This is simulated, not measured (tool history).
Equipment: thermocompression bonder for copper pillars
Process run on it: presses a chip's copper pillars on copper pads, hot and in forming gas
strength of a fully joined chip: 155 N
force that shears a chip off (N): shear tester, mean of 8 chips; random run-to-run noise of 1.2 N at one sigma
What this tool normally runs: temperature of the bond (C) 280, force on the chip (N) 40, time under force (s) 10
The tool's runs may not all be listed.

run,day,temperature of the bond (C),force on the chip (N),time under force (s),force that shears a chip off (N)
1,0,280,40,10,94.7
2,1.029,280,40,11,97.6
3,2.033,280,40,10,95
4,3.054,280,40,10,95.6
5,4.142,280,40,25,115.2
6,4.888,305,40,25,126.7
7,5.658,305,34,25,120.8
8,6.479,305,34,25,120.6
9,7.308,305,34,25,120.2
10,8.242,305,34,25,129
11,8.796,305,43,25,140.8
12,9.346,305,54,25,147.7
13,9.867,280,31,10,80.9
14,10.362,280,40,10,99.7
15,10.933,280,40,10,96.2
16,11.975,280,40,10,97.2
17,12.667,280,40,10,94.6
18,13.442,280,40,10,96.2
19,14.321,280,40,10,93.3
20,15.042,264,55,10,102.7
21,15.629,264,55,10,101.5
22,16.621,280,36,10,85.1
23,17.517,297,40,12,109.9
24,18.629,259,32,12,65
25,19.317,259,32,12,66.9
26,20.483,259,32,12,65.4
27,21.004,259,32,17,72
28,21.6,260,39,12,76.4
29,22.75,260,39,12,75.6
30,23.396,260,39,12,76.4
31,24.192,307,42,10,109.5
32,25.046,307,42,10,110.2
33,25.925,258,42,5,57
34,26.538,280,37,25,103.2
35,27.329,299,31,5,73.8
36,28.271,309,54,17,146.4
37,29.346,309,53,13,138.1
38,30.05,280,40,14,113.1

Not shown here: 5 entries made in the log between runs. Locate each between two listed runs and compare the hidden state at the listed run before it with the hidden state at the listed run after it:
Run 9 -> run 10: forming gas filter changed (day 7.542)
  true temperature of the bond over the reading, C: -5.4 -> -5.7; force that reaches the chip, % of what is set: 98.5 -> 98.4; oxide that the forming gas leaves, % of the face: 10.54 -> 1.08
  measured result minus the result with no hidden state, force that shears a chip off (N): -17.4 -> -4.6
Run 16 -> run 17: force cell calibrated (day 12.092)
  true temperature of the bond over the reading, C: -6.9 -> -7; force that reaches the chip, % of what is set: 98.2 -> 96.9; oxide that the forming gas leaves, % of the face: 3.13 -> 3.47
  measured result minus the result with no hidden state, force that shears a chip off (N): -9.7 -> -11.1
Run 24 -> run 25: force cell calibrated, once more (day 19.267)
  true temperature of the bond over the reading, C: -8.9 -> -9.1; force that reaches the chip, % of what is set: 96.5 -> 99.6; oxide that the forming gas leaves, % of the face: 6.71 -> 7.02
  measured result minus the result with no hidden state, force that shears a chip off (N): -14.1 -> -12.7
Run 34 -> run 35: forming gas filter changed (day 27.033)
  true temperature of the bond over the reading, C: -11.5 -> -11.7; oxide that the forming gas leaves, % of the face: 10.89 -> 0.73
  measured result minus the result with no hidden state, force that shears a chip off (N): -21.3 -> -9.6
Run 37 -> run 38: heater calibrated with a thermocouple chip (day 29.858)
  true temperature of the bond over the reading, C: -12.3 -> 1.3; oxide that the forming gas leaves, % of the face: 1.79 -> 2.11
  measured result minus the result with no hidden state, force that shears a chip off (N): -7.2 -> -1.6

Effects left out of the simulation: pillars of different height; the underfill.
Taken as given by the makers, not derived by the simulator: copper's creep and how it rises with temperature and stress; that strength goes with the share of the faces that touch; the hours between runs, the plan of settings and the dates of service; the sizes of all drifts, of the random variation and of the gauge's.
